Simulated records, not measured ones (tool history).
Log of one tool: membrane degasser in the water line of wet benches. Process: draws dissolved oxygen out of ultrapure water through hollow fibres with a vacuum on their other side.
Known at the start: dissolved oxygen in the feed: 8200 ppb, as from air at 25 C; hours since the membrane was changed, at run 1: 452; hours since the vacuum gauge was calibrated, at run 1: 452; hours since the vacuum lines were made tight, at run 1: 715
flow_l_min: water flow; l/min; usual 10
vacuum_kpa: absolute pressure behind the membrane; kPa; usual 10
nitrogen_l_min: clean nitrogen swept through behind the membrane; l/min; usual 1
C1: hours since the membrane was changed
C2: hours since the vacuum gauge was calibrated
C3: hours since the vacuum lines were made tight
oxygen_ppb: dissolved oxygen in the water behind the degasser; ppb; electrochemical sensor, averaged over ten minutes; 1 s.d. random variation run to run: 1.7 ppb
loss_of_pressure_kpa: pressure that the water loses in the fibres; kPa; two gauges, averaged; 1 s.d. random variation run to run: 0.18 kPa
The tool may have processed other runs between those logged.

{"run": 1, "hour": 0.0, "flow_l_min": 10, "vacuum_kpa": 10, "nitrogen_l_min": 1, "C1": 452, "C2": 452, "C3": 715, "oxygen_ppb": 170, "loss_of_pressure_kpa": 30.52}
{"run": 2, "hour": 86.8, "flow_l_min": 12, "vacuum_kpa": 10, "nitrogen_l_min": 1, "C1": 539, "C2": 539, "C3": 802, "oxygen_ppb": 207.2, "loss_of_pressure_kpa": 36.76}
{"run": 3, "hour": 178.5, "flow_l_min": 10, "vacuum_kpa": 10, "nitrogen_l_min": 2.23, "C1": 631, "C2": 631, "C3": 893, "oxygen_ppb": 84.7, "loss_of_pressure_kpa": 30.47}
{"run": 4, "hour": 227.8, "flow_l_min": 10, "vacuum_kpa": 10, "nitrogen_l_min": 2.23, "C1": 680, "C2": 680, "C3": 943, "oxygen_ppb": 85.2, "loss_of_pressure_kpa": 30.84}
{"run": 5, "hour": 305.0, "flow_l_min": 14, "vacuum_kpa": 10, "nitrogen_l_min": 2.23, "C1": 757, "C2": 757, "C3": 1020, "oxygen_ppb": 155.9, "loss_of_pressure_kpa": 42.78}
{"run": 6, "hour": 393.5, "flow_l_min": 10, "vacuum_kpa": 10, "nitrogen_l_min": 1, "C1": 846, "C2": 846, "C3": 1108, "oxygen_ppb": 170.2, "loss_of_pressure_kpa": 30.41}
{"run": 7, "hour": 460.4, "flow_l_min": 10, "vacuum_kpa": 10, "nitrogen_l_min": 1, "C1": 913, "C2": 913, "C3": 1175, "oxygen_ppb": 167.5, "loss_of_pressure_kpa": 30.76}
{"run": 8, "hour": 510.7, "flow_l_min": 10, "vacuum_kpa": 10, "nitrogen_l_min": 1, "C1": 963, "C2": 963, "C3": 1225, "oxygen_ppb": 171.3, "loss_of_pressure_kpa": 30.59}
{"run": 9, "hour": 558.2, "flow_l_min": 10, "vacuum_kpa": 10, "nitrogen_l_min": 1, "C1": 1011, "C2": 1011, "C3": 1273, "oxygen_ppb": 168.4, "loss_of_pressure_kpa": 30.82}
{"run": 10, "hour": 621.8, "flow_l_min": 10, "vacuum_kpa": 10, "nitrogen_l_min": 1, "C1": 1074, "C2": 1074, "C3": 1337, "oxygen_ppb": 170.2, "loss_of_pressure_kpa": 30.65}
{"run": 11, "hour": 664.5, "flow_l_min": 8, "vacuum_kpa": 10, "nitrogen_l_min": 1, "C1": 1117, "C2": 1117, "C3": 1379, "oxygen_ppb": 134.3, "loss_of_pressure_kpa": 24.59}
{"run": 12, "hour": 721.0, "flow_l_min": 10, "vacuum_kpa": 10, "nitrogen_l_min": 2.76, "C1": 1173, "C2": 1173, "C3": 1436, "oxygen_ppb": 72.9, "loss_of_pressure_kpa": 30.56}
{"run": 13, "hour": 781.0, "flow_l_min": 10, "vacuum_kpa": 10, "nitrogen_l_min": 2.76, "C1": 1233, "C2": 1233, "C3": 1496, "oxygen_ppb": 71.7, "loss_of_pressure_kpa": 30.67}
{"run": 14, "hour": 859.1, "flow_l_min": 10, "vacuum_kpa": 10, "nitrogen_l_min": 2.76, "C1": 1311, "C2": 1311, "C3": 1574, "oxygen_ppb": 71.9, "loss_of_pressure_kpa": 30.96}
{"run": 15, "hour": 913.7, "flow_l_min": 7, "vacuum_kpa": 10, "nitrogen_l_min": 1, "C1": 1366, "C2": 1366, "C3": 1628, "oxygen_ppb": 114.1, "loss_of_pressure_kpa": 21.88}
{"run": 16, "hour": 963.9, "flow_l_min": 7, "vacuum_kpa": 10, "nitrogen_l_min": 1, "C1": 1416, "C2": 1416, "C3": 1679, "oxygen_ppb": 114, "loss_of_pressure_kpa": 21.65}
{"run": 17, "hour": 1029.6, "flow_l_min": 7, "vacuum_kpa": 10, "nitrogen_l_min": 1, "C1": 1482, "C2": 1482, "C3": 1744, "oxygen_ppb": 116, "loss_of_pressure_kpa": 21.97}
{"run": 18, "hour": 1093.1, "flow_l_min": 6, "vacuum_kpa": 10, "nitrogen_l_min": 1.64, "C1": 1545, "C2": 1545, "C3": 1808, "oxygen_ppb": 60.9, "loss_of_pressure_kpa": 18.51}
{"run": 19, "hour": 1161.3, "flow_l_min": 10, "vacuum_kpa": 22.1, "nitrogen_l_min": 1.3, "C1": 1614, "C2": 1614, "C3": 1876, "oxygen_ppb": 341.2, "loss_of_pressure_kpa": 30.75}
{"run": 20, "hour": 1198.2, "flow_l_min": 14, "vacuum_kpa": 6.2, "nitrogen_l_min": 0.75, "C1": 1651, "C2": 1651, "C3": 1913, "oxygen_ppb": 184, "loss_of_pressure_kpa": 43.32}
{"run": 21, "hour": 1287.4, "flow_l_min": 14, "vacuum_kpa": 6.2, "nitrogen_l_min": 0.75, "C1": 1740, "C2": 1740, "C3": 2002, "oxygen_ppb": 179.3, "loss_of_pressure_kpa": 43.78}
{"run": 22, "hour": 1358.0, "flow_l_min": 14, "vacuum_kpa": 6.2, "nitrogen_l_min": 0.75, "C1": 1810, "C2": 1810, "C3": 2073, "oxygen_ppb": 181.2, "loss_of_pressure_kpa": 43.46}
{"run": 23, "hour": 1440.0, "flow_l_min": 14, "vacuum_kpa": 6.2, "nitrogen_l_min": 0.75, "C1": 1892, "C2": 1892, "C3": 2155, "oxygen_ppb": 178.4, "loss_of_pressure_kpa": 43.7}
{"run": 24, "hour": 1500.7, "flow_l_min": 8, "vacuum_kpa": 6.2, "nitrogen_l_min": 0.82, "C1": 1953, "C2": 1953, "C3": 2215, "oxygen_ppb": 71.4, "loss_of_pressure_kpa": 24.87}
{"run": 25, "hour": 1570.1, "flow_l_min": 14, "vacuum_kpa": 19.3, "nitrogen_l_min": 2.03, "C1": 2022, "C2": 2022, "C3": 2285, "oxygen_ppb": 314, "loss_of_pressure_kpa": 43.84}
{"run": 26, "hour": 1657.1, "flow_l_min": 7, "vacuum_kpa": 10.4, "nitrogen_l_min": 0.43, "C1": 2110, "C2": 2110, "C3": 2372, "oxygen_ppb": 260.8, "loss_of_pressure_kpa": 21.91}
{"run": 27, "hour": 1709.2, "flow_l_min": 7, "vacuum_kpa": 10.4, "nitrogen_l_min": 0.93, "C1": 2162, "C2": 2162, "C3": 2424, "oxygen_ppb": 128.2, "loss_of_pressure_kpa": 21.84}
{"hour": 1788.7, "done": "gauge calibrated"}
{"run": 28, "hour": 1793.5, "flow_l_min": 7, "vacuum_kpa": 10, "nitrogen_l_min": 1, "C1": 2246, "C2": 2246, "C3": 2508, "oxygen_ppb": 113.7, "loss_of_pressure_kpa": 21.26}
{"run": 29, "hour": 1856.9, "flow_l_min": 7, "vacuum_kpa": 23.4, "nitrogen_l_min": 1.5, "C1": 2309, "C2": 2309, "C3": 2572, "oxygen_ppb": 224.2, "loss_of_pressure_kpa": 21.26}
{"run": 30, "hour": 1922.2, "flow_l_min": 8, "vacuum_kpa": 15.3, "nitrogen_l_min": 0.91, "C1": 2375, "C2": 2375, "C3": 2637, "oxygen_ppb": 252.9, "loss_of_pressure_kpa": 24.33}
{"run": 31, "hour": 1975.3, "flow_l_min": 15, "vacuum_kpa": 15.3, "nitrogen_l_min": 1.49, "C1": 2428, "C2": 2428, "C3": 2690, "oxygen_ppb": 352.3, "loss_of_pressure_kpa": 45.48}

Forecast each of these 3 alternatives for the next run:
{"run": "A", "hour": 2031.2, "flow_l_min": 12, "vacuum_kpa": 8.7, "nitrogen_l_min": 1.49, "C1": 2484, "C2": 2484, "C3": 2746, "oxygen_ppb": "?", "loss_of_pressure_kpa": "?"}
{"run": "B", "hour": 2031.2, "flow_l_min": 8, "vacuum_kpa": 8.1, "nitrogen_l_min": 1.7, "C1": 2484, "C2": 2484, "C3": 2746, "oxygen_ppb": "?", "loss_of_pressure_kpa": "?"}
{"run": "C", "hour": 2031.2, "flow_l_min": 8, "vacuum_kpa": 15.3, "nitrogen_l_min": 0.49, "C1": 2484, "C2": 2484, "C3": 2746, "oxygen_ppb": "?", "loss_of_pressure_kpa": "?"}

run=A oxygen_ppb=134.4 loss_of_pressure_kpa=36.39
run=B oxygen_ppb=60.5 loss_of_pressure_kpa=24.34
run=C oxygen_ppb=432.1 loss_of_pressure_kpa=24.32
What these runs would have given with no unlogged condition in the tool:
run=A oxygen_ppb=134.2 loss_of_pressure_kpa=36.22
run=B oxygen_ppb=60.4 loss_of_pressure_kpa=24.23
run=C oxygen_ppb=431.9 loss_of_pressure_kpa=24.21
